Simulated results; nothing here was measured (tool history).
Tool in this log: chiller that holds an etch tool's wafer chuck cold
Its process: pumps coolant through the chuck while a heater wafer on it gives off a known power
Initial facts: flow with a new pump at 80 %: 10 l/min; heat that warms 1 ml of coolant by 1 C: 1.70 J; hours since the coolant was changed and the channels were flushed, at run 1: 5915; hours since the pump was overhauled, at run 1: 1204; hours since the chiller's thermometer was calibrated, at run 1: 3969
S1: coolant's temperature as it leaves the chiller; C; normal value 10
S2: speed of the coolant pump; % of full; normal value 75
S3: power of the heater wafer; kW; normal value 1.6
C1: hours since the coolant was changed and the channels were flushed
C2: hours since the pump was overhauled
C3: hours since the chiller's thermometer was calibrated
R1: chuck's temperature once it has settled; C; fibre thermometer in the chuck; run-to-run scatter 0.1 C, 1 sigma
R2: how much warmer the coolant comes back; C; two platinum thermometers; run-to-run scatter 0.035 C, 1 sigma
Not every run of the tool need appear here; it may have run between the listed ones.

Run 1, day 0: usual settings; C1 5915; C2 1204; C3 3969. Result: R1 23.7 C, R2 6.08 C.
Run 2, day 3.054: usual settings; C1 5988; C2 1277; C3 4042. Result: R1 23.7 C, R2 6.2 C.
Run 3, day 6.175: usual settings but S2 80 % of full; C1 6063; C2 1352; C3 4117. Result: R1 22.9 C, R2 5.71 C.
Run 4, day 7.629: usual settings but S2 80 % of full; C1 6098; C2 1387; C3 4152. Result: R1 23 C, R2 5.74 C.
Run 5, day 9.442: usual settings but S2 80 % of full; C1 6141; C2 1430; C3 4195. Result: R1 22.9 C, R2 5.72 C.
Run 6, day 11.296: usual settings but S3 1.649 kW; C1 6186; C2 1475; C3 4240. Result: R1 24.2 C, R2 6.28 C.
Run 7, day 13.983: usual settings but S3 1.291 kW; C1 6250; C2 1539; C3 4304. Result: R1 21.2 C, R2 4.92 C.
Run 8, day 16.875: usual settings but S3 1.291 kW; C1 6320; C2 1609; C3 4374. Result: R1 21.2 C, R2 4.97 C.
Run 9, day 18.833: usual settings but S3 1.291 kW; C1 6367; C2 1656; C3 4421. Result: R1 21.2 C, R2 4.92 C.
Run 10, day 21.992: usual settings but S3 1.291 kW; C1 6442; C2 1731; C3 4497. Result: R1 21.1 C, R2 5 C.
Run 11, day 25.125: usual settings but S2 78 % of full; C1 6518; C2 1807; C3 4572. Result: R1 23.3 C, R2 5.87 C.
Run 12, day 27.1: usual settings but S1 3 C, S2 78 % of full; C1 6565; C2 1854; C3 4619. Result: R1 16.4 C, R2 5.91 C.
Run 13, day 29.35: usual settings but S1 7 C; C1 6619; C2 1908; C3 4673. Result: R1 20.8 C, R2 6.16 C.
Run 14, day 32.158: usual settings but S1 7 C; C1 6686; C2 1976; C3 4741. Result: R1 20.9 C, R2 6.18 C.
Run 15, day 34.725: usual settings but S3 1.303 kW; C1 6748; C2 2037; C3 4802. Result: R1 21.4 C, R2 4.97 C.
Run 16, day 37.425: usual settings but S3 1.303 kW; C1 6813; C2 2102; C3 4867. Result: R1 21.4 C, R2 4.98 C.
Run 17, day 39.012: usual settings but S3 1.303 kW; C1 6851; C2 2140; C3 4905. Result: R1 21.5 C, R2 5.03 C.
Run 18, day 40.775: usual settings but S1 7 C; C1 6893; C2 2182; C3 4947. Result: R1 20.9 C, R2 6.15 C.
Run 19, day 42.975: usual settings but S1 15 C, S2 84 % of full, S3 1.871 kW; C1 6946; C2 2235; C3 5000. Result: R1 29.7 C, R2 6.46 C.
Run 20, day 45.808: usual settings but S1 19 C, S2 86 % of full, S3 2.046 kW; C1 7014; C2 2303; C3 5068. Result: R1 34.9 C, R2 6.96 C.
Run 21, day 47.929: usual settings but S1 15 C, S2 91 % of full, S3 2.046 kW; C1 7065; C2 2354; C3 5119. Result: R1 30.1 C, R2 6.54 C.
Run 22, day 49.288: usual settings but S2 88 % of full, S3 1.659 kW; C1 7098; C2 2387; C3 5152. Result: R1 22.8 C, R2 5.49 C.
Run 23, day 51.988: usual settings but S2 91 % of full, S3 2.321 kW; C1 7162; C2 2451; C3 5217. Result: R1 27.2 C, R2 7.45 C.
Run 24, day 54.029: usual settings but S2 91 % of full, S3 2.321 kW; C1 7211; C2 2500; C3 5265. Result: R1 27.1 C, R2 7.44 C.
Run 25, day 57.162: usual settings but S2 91 % of full, S3 2.321 kW; C1 7286; C2 2576; C3 5341. Result: R1 27.1 C, R2 7.38 C.
Run 26, day 59.496: usual settings but S1 3 C, S3 2.09 kW; C1 7343; C2 2632; C3 5397. Result: R1 21.3 C, R2 8.11 C.
Run 27, day 60.883: usual settings but S1 3 C, S2 81 % of full, S3 1.486 kW; C1 7376; C2 2665; C3 5430. Result: R1 15.4 C, R2 5.41 C.
Run 28, day 63.162: usual settings but S1 2 C, S2 78 % of full, S3 0.814 kW; C1 7431; C2 2720; C3 5485. Result: R1 9.2 C, R2 3.02 C.
Run 29, day 65.221: usual settings but S1 2 C, S2 78 % of full, S3 0.814 kW; C1 7480; C2 2769; C3 5534. Result: R1 9.5 C, R2 3.01 C.
Run 30, day 66.888: usual settings but S1 2 C, S2 78 % of full, S3 0.814 kW; C1 7520; C2 2809; C3 5574. Result: R1 9.4 C, R2 3.07 C.
Run 31, day 68.267: usual settings but S1 11 C, S2 61 % of full, S3 0.876 kW; C1 7553; C2 2842; C3 5607. Result: R1 20.7 C, R2 4.16 C.
Run 32, day 70.579: usual settings but S1 11 C, S2 61 % of full, S3 0.876 kW; C1 7609; C2 2898; C3 5663. Result: R1 20.7 C, R2 4.21 C.

Branching from run 32: 3 alternative next runs. What would each branch give?
Run A, day 72.033: usual settings but S1 4 C; C1 7643; C2 2932; C3 5698. Result: R1 ?, R2 ?.
Run B, day 72.033: usual settings but S2 91 % of full; C1 7643; C2 2932; C3 5698. Result: R1 ?, R2 ?.
Run C, day 72.033: usual settings but S2 68 % of full, S3 1.002 kW; C1 7643; C2 2932; C3 5698. Result: R1 ?, R2 ?.

run    R1    R2
  A  18.2   6.2
  B  22.2  5.14
  C    20  4.37
With the hidden condition removed and each run's random variation left untouched, the same runs would have given:
run    R1    R2
  A  16.2  5.98
  B  20.5  4.96
  C  18.5  4.22

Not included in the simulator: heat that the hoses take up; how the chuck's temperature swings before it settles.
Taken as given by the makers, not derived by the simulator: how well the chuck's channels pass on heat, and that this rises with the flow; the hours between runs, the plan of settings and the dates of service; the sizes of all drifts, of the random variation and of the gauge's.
